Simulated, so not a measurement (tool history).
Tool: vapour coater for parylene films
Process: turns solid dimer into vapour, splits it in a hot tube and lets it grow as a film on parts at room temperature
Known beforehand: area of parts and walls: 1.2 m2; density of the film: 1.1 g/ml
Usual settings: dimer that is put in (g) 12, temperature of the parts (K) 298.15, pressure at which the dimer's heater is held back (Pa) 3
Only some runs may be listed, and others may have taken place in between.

run   hour  dimer that is put in (g)  temperature of the parts (K)  pressure at which the dimer's heater is held back (Pa)  thickness of the film (nm)
  1      0                        12                        298.15                                                       3                        7140
  2   25.9                        12                        298.15                                                       3                        7290
  3   47.8                        12                        298.15                                                       3                        7050
  4   70.3                        12                        298.15                                                       3                        7030
  5   93.1                        12                        298.15                                                       3                        7030
  6  114.4                        15                        298.15                                                       3                        8780
  7    132                        15                        298.15                                                       3                        8630
  8  155.8                        15                        298.15                                                       3                        8550
  9  176.5                        15                        298.15                                                       3                        8460
 10  189.7                        15                        298.15                                                       3                        8660
 11    213                        15                        298.15                                                       3                        8500
 12  226.8                        10                        298.15                                                       3                        5760
 13  256.6                        10                        298.15                                                       3                        5750
 14  278.2                        10                        298.15                                                       3                        5620
 15  296.8                        10                        298.15                                                       3                        5600
 16  311.8                        10                        298.15                                                       3                        5440
 17  336.3                        12                        298.15                                                       3                        6700
 18  361.3                         8                        298.15                                                       3                        4460
 19  376.2                        12                        298.15                                                       3                        6600
 20  398.3                        12                        298.15                                                       3                        6580
 21  413.8                         8                        299.15                                                    5.78                        3790
     432.8  -- trap's valve overhauled
 22  435.5                         8                        299.15                                                    5.78                        4340
 23  450.9                         7                        290.15                                                    2.33                        5160
 24  464.9                        17                        306.15                                                    6.78                        6550
 25  487.5                        17                        306.15                                                    6.78                        6570
 26  509.3                        12                        299.15                                                    7.38                        6120
 27  537.5                        17                        292.15                                                    9.17                       11510
 28  567.2                        12                        303.15                                                       3                        5950
 29  591.8                        12                        303.15                                                       3                        5850
 30  613.2                        14                        302.15                                                       3                        7100
 31  632.7                        14                        302.15                                                       3                        7240
 32  648.4                         6                        298.15                                                   11.87                        2880
 33  677.2                         6                        309.15                                                    7.18                        1950
 34  697.9                         6                        298.15                                                    3.11                        3600

Run 35, settings as shown, results not yet in. Your forecast:
 35  710.8                         6                        298.15                                                    3.11                           ?

thickness of the film (nm): 3620
Without the tool's hidden state the same run would have given thickness of the film (nm) 3850.
